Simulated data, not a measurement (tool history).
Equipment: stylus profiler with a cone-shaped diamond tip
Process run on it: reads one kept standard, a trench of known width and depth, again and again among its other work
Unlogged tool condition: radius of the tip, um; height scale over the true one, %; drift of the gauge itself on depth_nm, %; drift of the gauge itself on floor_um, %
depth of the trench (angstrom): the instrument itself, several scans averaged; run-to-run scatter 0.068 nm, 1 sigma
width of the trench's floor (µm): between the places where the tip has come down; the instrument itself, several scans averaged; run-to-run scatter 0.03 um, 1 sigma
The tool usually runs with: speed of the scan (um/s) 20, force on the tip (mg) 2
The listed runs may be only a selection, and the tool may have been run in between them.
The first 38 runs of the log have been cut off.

run     day  speed of the scan (um/s)  force on the tip (mg)  scans with this tip  hours of work since the height scale was calibrated  depth of the trench (angstrom)  width of the trench's floor (µm)
 39  25.467                         9                   1.54                 6948                                                  577                          2007.5                             47.97
 40  26.408                         9                   1.96                 7146                                                  593                          2008.9                             47.93
 41  27.221                         9                   1.96                 7317                                                  607                          2009.8                             47.94
 42  28.088                         6                   3.51                 7501                                                  623                          2015.9                             47.88
 43  28.921                         8                   1.29                 7676                                                  637                          2006.1                              47.9
 44  29.746                        75                   5.02                 7850                                                  652                          2019.1                             47.77
 45    30.3                        75                   5.02                 7967                                                  661                          2018.8                              47.8
 46  30.725                        11                   3.93                 8057                                                  669                          2015.4                             47.87

Forecast each of these 5 alternatives for the next run:
  A  31.4                        54                   1.87                 8199                                                  681                               ?                                 ?
  B  31.4                         6                      2                 8199                                                  681                               ?                                 ?
  C  31.4                        55                    0.8                 8199                                                  681                               ?                                 ?
  D  31.4                        13                   1.33                 8199                                                  681                               ?                                 ?
  E  31.4                        28                      2                 8199                                                  681                               ?                                 ?

run  depth of the trench (angstrom)  width of the trench's floor (µm)
  A                            2010                             47.79
  B                          2009.7                             47.89
  C                          2003.7                             47.64
  D                          2006.2                             47.89
  E                          2008.6                             47.83
Without the tool's hidden state the same runs would have given:
run  depth of the trench (angstrom)  width of the trench's floor (µm)
  A                          2012.6                             48.15
  B                          2012.4                             48.26
  C                          2006.3                                48
  D                          2008.8                             48.26
  E                          2011.3                              48.2
